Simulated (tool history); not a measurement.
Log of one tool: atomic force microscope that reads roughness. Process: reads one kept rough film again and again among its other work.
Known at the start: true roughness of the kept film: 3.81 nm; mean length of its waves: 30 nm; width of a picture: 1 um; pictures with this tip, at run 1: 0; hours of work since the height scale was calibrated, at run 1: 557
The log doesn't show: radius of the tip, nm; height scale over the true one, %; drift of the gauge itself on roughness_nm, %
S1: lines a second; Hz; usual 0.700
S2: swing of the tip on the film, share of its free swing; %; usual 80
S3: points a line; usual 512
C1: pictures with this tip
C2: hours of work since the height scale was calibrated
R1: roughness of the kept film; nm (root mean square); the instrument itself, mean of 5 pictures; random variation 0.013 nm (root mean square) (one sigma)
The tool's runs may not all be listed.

run,day,S1,S2,S3,C1,C2,R1
1,0.000,0.700,80,512,0,557,3.180
# day 2.100: new tip fitted
2,2.171,0.700,80,512,3,590,3.193
# day 4.188: new tip fitted
3,4.971,0.700,80,512,41,634,3.199
# day 6.308: new tip fitted
4,6.654,0.700,80,512,18,660,3.197
# day 8.271: new tip fitted
5,9.233,0.700,80,512,50,700,3.175
# day 10.288: new tip fitted
6,11.217,0.700,80,512,48,730,3.186
# day 12.262: new tip fitted
# day 14.233: new tip fitted
7,14.233,0.602,80,512,0,777,3.198
8,15.475,0.602,80,512,65,796,3.184
# day 16.396: new tip fitted
9,17.058,0.602,80,512,35,820,3.188
# day 18.433: new tip fitted
10,19.700,0.602,80,512,67,861,3.199
# day 20.504: new tip fitted
11,21.988,0.602,80,512,78,897,3.192
# day 22.538: new tip fitted
# day 24.517: new tip fitted
12,24.875,0.602,80,512,18,941,3.179
# day 26.471: new tip fitted
13,26.925,0.602,80,512,24,973,3.209
# day 28.588: new tip fitted
14,29.358,1.396,80,512,41,1011,3.113
# day 30.583: new tip fitted
15,30.683,0.700,87,512,5,1031,3.138
# day 32.712: new tip fitted
16,33.288,0.700,80,512,30,1071,3.175
# day 34.750: new tip fitted
17,35.650,0.700,80,512,47,1108,3.176
# day 36.721: new tip fitted
18,37.304,0.700,80,512,31,1133,3.183
# day 38.683: new tip fitted
19,39.454,0.700,80,512,41,1167,3.167
# day 40.688: new tip fitted
20,42.375,0.734,64,569,89,1212,3.226
# day 42.679: new tip fitted
21,43.896,0.734,64,569,64,1235,3.227
# day 44.621: new tip fitted
22,46.300,0.700,75,471,88,1273,3.192
# day 46.575: new tip fitted
# day 48.604: new tip fitted
23,49.154,0.700,75,471,29,1317,3.207
# day 50.579: new tip fitted
24,51.725,2.963,72,512,60,1356,3.080
# day 52.646: new tip fitted
25,53.346,2.963,72,512,37,1381,3.064
# day 54.829: new tip fitted
26,55.583,0.700,66,322,40,1416,3.180
# day 56.796: new tip fitted
27,58.296,0.700,71,512,79,1458,3.190
# day 58.912: new tip fitted
28,59.908,2.905,80,427,53,1483,2.965
# day 60.933: new tip fitted
# day 62.967: new tip fitted
29,63.038,0.700,57,885,4,1531,3.246
# day 64.904: new tip fitted
# day 65.233: height scale calibrated on a step standard
30,65.704,3.687,72,512,40,7,3.035
# day 66.967: new tip fitted
31,67.538,1.596,72,971,30,36,3.171
# day 68.971: new tip fitted
32,69.392,0.700,80,754,22,64,3.185
# day 71.012: new tip fitted
33,71.562,2.722,85,459,29,98,2.935
# day 73.000: new tip fitted
34,73.333,1.366,80,444,17,125,3.124
# day 75.138: new tip fitted
35,76.129,1.366,80,444,52,169,3.111
# day 77.233: new tip fitted
36,79.083,1.003,72,766,97,214,3.183
# day 79.375: new tip fitted
37,80.879,1.003,72,766,79,242,3.198
# day 81.525: new tip fitted
38,82.817,0.700,89,931,68,272,3.178

Hidden state at the last listed run before each entry between runs and at the first one after, where it differs:
Between runs 1 and 2: new tip fitted (day 2.100)
  no hidden state differs between the two runs
Between runs 2 and 3: new tip fitted (day 4.188)
  radius of the tip, nm: 10 -> 10.1
Between runs 3 and 4: new tip fitted (day 6.308)
  radius of the tip, nm: 10.1 -> 10
Between runs 4 and 5: new tip fitted (day 8.271)
  radius of the tip, nm: 10 -> 10.1
Between runs 5 and 6: new tip fitted (day 10.288)
  height scale over the true one, %: -0.01 -> -0.02
Between runs 6 and 7: new tip fitted (day 12.262); new tip fitted (day 14.233)
  radius of the tip, nm: 10.1 -> 10
Between runs 8 and 9: new tip fitted (day 16.396)
  no hidden state differs between the two runs
Between runs 9 and 10: new tip fitted (day 18.433)
  no hidden state differs between the two runs
Between runs 10 and 11: new tip fitted (day 20.504)
  no hidden state differs between the two runs
Between runs 11 and 12: new tip fitted (day 22.538); new tip fitted (day 24.517)
  radius of the tip, nm: 10.1 -> 10
Between runs 12 and 13: new tip fitted (day 26.471)
  no hidden state differs between the two runs
Between runs 13 and 14: new tip fitted (day 28.588)
  radius of the tip, nm: 10 -> 10.1
Between runs 14 and 15: new tip fitted (day 30.583)
  radius of the tip, nm: 10.1 -> 10
Between runs 15 and 16: new tip fitted (day 32.712)
  no hidden state differs between the two runs
Between runs 16 and 17: new tip fitted (day 34.750)
  radius of the tip, nm: 10 -> 10.1
Between runs 17 and 18: new tip fitted (day 36.721)
  radius of the tip, nm: 10.1 -> 10
Between runs 18 and 19: new tip fitted (day 38.683)
  radius of the tip, nm: 10 -> 10.1
Between runs 19 and 20: new tip fitted (day 40.688)
  no hidden state differs between the two runs
Between runs 20 and 21: new tip fitted (day 42.679)
  no hidden state differs between the two runs
Between runs 21 and 22: new tip fitted (day 44.621)
  height scale over the true one, %: -0.02 -> -0.03
Between runs 22 and 23: new tip fitted (day 46.575); new tip fitted (day 48.604)
  radius of the tip, nm: 10.1 -> 10
Between runs 23 and 24: new tip fitted (day 50.579)
  radius of the tip, nm: 10 -> 10.1
Between runs 24 and 25: new tip fitted (day 52.646)
  no hidden state differs between the two runs
Between runs 25 and 26: new tip fitted (day 54.829)
  no hidden state differs between the two runs
Between runs 26 and 27: new tip fitted (day 56.796)
  no hidden state differs between the two runs
Between runs 27 and 28: new tip fitted (day 58.912)
  no hidden state differs between the two runs
Between runs 28 and 29: new tip fitted (day 60.933); new tip fitted (day 62.967)
  radius of the tip, nm: 10.1 -> 10
Between runs 29 and 30: new tip fitted (day 64.904); height scale calibrated on a step standard (day 65.233)
  radius of the tip, nm: 10 -> 10.1; height scale over the true one, %: -0.03 -> 0
Between runs 30 and 31: new tip fitted (day 66.967)
  radius of the tip, nm: 10.1 -> 10
Between runs 31 and 32: new tip fitted (day 68.971)
  no hidden state differs between the two runs
Between runs 32 and 33: new tip fitted (day 71.012)
  no hidden state differs between the two runs
Between runs 33 and 34: new tip fitted (day 73.000)
  no hidden state differs between the two runs
Between runs 34 and 35: new tip fitted (day 75.138)
  radius of the tip, nm: 10 -> 10.1
Between runs 35 and 36: new tip fitted (day 77.233)
  no hidden state differs between the two runs
Between runs 36 and 37: new tip fitted (day 79.375)
  no hidden state differs between the two runs
Between runs 37 and 38: new tip fitted (day 81.525)
  height scale over the true one, %: 0 -> -0.01
